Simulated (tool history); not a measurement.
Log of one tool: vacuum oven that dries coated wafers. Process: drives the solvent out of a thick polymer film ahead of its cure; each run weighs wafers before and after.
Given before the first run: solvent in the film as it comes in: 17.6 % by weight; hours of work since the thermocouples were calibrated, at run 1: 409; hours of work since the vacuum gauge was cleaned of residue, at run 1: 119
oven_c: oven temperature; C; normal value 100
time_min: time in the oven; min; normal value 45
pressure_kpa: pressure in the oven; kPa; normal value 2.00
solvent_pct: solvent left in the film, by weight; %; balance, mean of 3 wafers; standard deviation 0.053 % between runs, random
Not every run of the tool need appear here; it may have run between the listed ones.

run	hour	oven_c	time_min	pressure_kpa	hours of work since the thermocouples were calibrated	hours of work since the vacuum gauge was cleaned of residue	solvent_pct
1	0.0	100	45	2.00	409	119	1.86
2	11.0	100	45	2.00	416	126	1.80
3	17.8	100	45	2.00	421	131	1.88
4	23.8	100	45	2.00	425	135	2.01
5	31.2	100	26	2.00	430	140	3.87
6	41.3	115	45	2.00	437	147	0.50
7	47.4	100	45	3.99	441	151	2.63
8	56.5	100	45	2.18	448	158	1.89
9	66.2	100	45	2.18	454	164	1.88
10	72.7	100	45	2.00	459	169	1.82
11	78.7	100	45	2.00	463	173	1.93
12	87.7	100	36	2.00	469	179	2.55
13	92.8	100	36	2.00	473	183	2.50
14	100.7	100	36	2.00	478	188	2.54
15	107.9	100	36	2.00	483	193	2.66
16	119.3	101	36	2.00	491	201	2.32
17	128.6	101	36	1.71	497	207	2.25
18	140.2	113	45	2.00	505	215	0.59
19	148.6	113	45	2.00	511	221	0.52
20	158.5	88	25	1.74	518	228	8.15
21	169.1	88	40	1.74	525	235	6.10
22	175.7	106	45	2.00	530	240	0.93
23	182.3	98	60	2.00	534	244	1.51
24	187.7	98	26	2.00	538	248	4.67
25	197.8	98	24	1.73	545	255	4.97
26	209.2	109	27	1.73	553	263	1.55
27	220.0	109	27	1.73	561	271	1.45
28	227.3	97	66	6.08	566	276	3.41
29	235.0	97	66	6.08	571	281	3.41
30	245.6	92	42	4.91	578	288	5.73
31	253.2	92	42	4.91	583	293	5.66
32	264.7	92	42	4.91	591	301	5.79
33	273.5	92	42	4.91	598	307	5.68
34	281.2	92	42	4.91	603	313	5.82
35	286.4	92	42	4.91	606	316	5.77
36	291.6	92	27	4.91	610	320	7.67
37	299.8	100	24	2.68	616	326	4.72
38	308.9	85	26	2.68	622	332	9.38

Alternative continuations, all from the tool just after run 38; predict every row:
A	318.0	100	45	2.01	628	338	?
B	318.0	104	28	3.62	628	338	?
C	318.0	111	26	2.68	628	338	?
D	318.0	103	26	2.68	628	338	?

run	solvent_pct
A	2.07
B	3.07
C	1.46
D	3.32
Take away the tool's hidden state, keep each run's random variation, and the runs would have read:
run	solvent_pct
A	1.75
B	2.68
C	1.23
D	2.90
